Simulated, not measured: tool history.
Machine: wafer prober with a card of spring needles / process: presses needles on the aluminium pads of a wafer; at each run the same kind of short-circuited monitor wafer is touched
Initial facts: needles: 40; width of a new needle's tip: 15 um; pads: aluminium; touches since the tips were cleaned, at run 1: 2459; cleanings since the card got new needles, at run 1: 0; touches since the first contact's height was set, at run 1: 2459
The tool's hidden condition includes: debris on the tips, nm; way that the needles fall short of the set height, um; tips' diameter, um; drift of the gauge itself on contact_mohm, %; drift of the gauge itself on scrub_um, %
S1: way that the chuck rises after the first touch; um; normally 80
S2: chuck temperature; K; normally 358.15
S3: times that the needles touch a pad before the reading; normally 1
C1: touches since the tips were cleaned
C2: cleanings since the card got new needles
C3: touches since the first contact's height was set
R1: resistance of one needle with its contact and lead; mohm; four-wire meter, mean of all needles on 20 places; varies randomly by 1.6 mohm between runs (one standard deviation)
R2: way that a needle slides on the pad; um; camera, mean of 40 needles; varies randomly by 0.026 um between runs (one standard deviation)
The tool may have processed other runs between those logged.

run   hour  S1      S2  S3    C1  C2     C3   R1     R2
  1      0  80  358.15   1  2459   0   2459  182  13.09
  2   11.5  80  358.15   1  4954   0   4954  198  13.08
      12.9  -- tips cleaned on abrasive film
  3   23.9  80  358.15   1  2391   1   7646  186  13.08
  4   32.6  80  358.15   3  4282   1   9537  167  13.06
      37.5  -- tips cleaned on abrasive film
  5   39.5  80  358.15   3   435   2  11018  157  13.07
  6   48.9  80  323.15   1  2482   2  13065  181  13.05
  7     56  80  358.15   1  4026   2  14609  198  13.07
      62.3  -- tips cleaned on abrasive film
  8   68.1  80  358.15   1  1255   3  17216  176  13.03
  9   81.8  80  358.15   1  4241   3  20202  200  13.13
      87.4  -- tips cleaned on abrasive film
 10   90.1  80  358.15   1   571   4  21974  166  13.07
 11  100.9  80  358.15   1  2938   4  24341  187  13.02
     111.6  -- tips cleaned on abrasive film
 12  113.9  80  358.15   1   498   5  27133  168  13.07
 13  126.5  80  358.15   1  3242   5  29877  195  13.02
     135.7  -- tips cleaned on abrasive film
 14  140.4  65  347.15   2  1030   6  32896  172  10.58
 15    151  80  313.15   2  3322   6  35188  170  13.03
     160.1  -- tips cleaned on abrasive film
 16  161.8  80  313.15   2   371   7  37521  155     13
 17  171.9  80  358.15   2  2577   7  39727  178  12.99
 18  182.7  80  298.15   1  4923   7  42073  195  12.96
     185.3  -- tips cleaned on abrasive film
 19  196.3  80  298.15   1  2383   8  45011  178  13.01
 20  209.2  80  298.15   1  5197   8  47825  197  13.01
     209.9  -- tips cleaned on abrasive film
 21  220.6  81  387.15   1  2312   9  50271  189  13.12
 22  233.8  74  312.15   1  5189   9  53148  206  12.02
     234.8  -- tips cleaned on abrasive film
 23  243.9  79  306.15   1  1971  10  55319  177  12.82
 24  254.6  78  307.15   2  4303  10  57651  175  12.63

Here are 4 independent what-if runs from the current tool condition. What would each one return?
     259.4  -- tips cleaned on abrasive film
  A  269.8  77  358.15   2  2266  11  60942   ?   ?
     259.4  -- tips cleaned on abrasive film
  B  269.8  80  358.15   1  2266  11  60942   ?   ?
     259.4  -- tips cleaned on abrasive film
  C  269.8  91  305.15   2  2266  11  60942   ?   ?
     259.4  -- tips cleaned on abrasive film
  D  269.8  69  309.15   1  2266  11  60942   ?   ?

run   R1     R2
  A  175  12.51
  B  182  12.95
  C  162   14.8
  D  189  11.17
Stripped of hidden state, with their random variation kept, the same runs would have yielded:
run   R1     R2
  A  157  12.61
  B  153  13.05
  C  146   14.9
  D  149  11.27

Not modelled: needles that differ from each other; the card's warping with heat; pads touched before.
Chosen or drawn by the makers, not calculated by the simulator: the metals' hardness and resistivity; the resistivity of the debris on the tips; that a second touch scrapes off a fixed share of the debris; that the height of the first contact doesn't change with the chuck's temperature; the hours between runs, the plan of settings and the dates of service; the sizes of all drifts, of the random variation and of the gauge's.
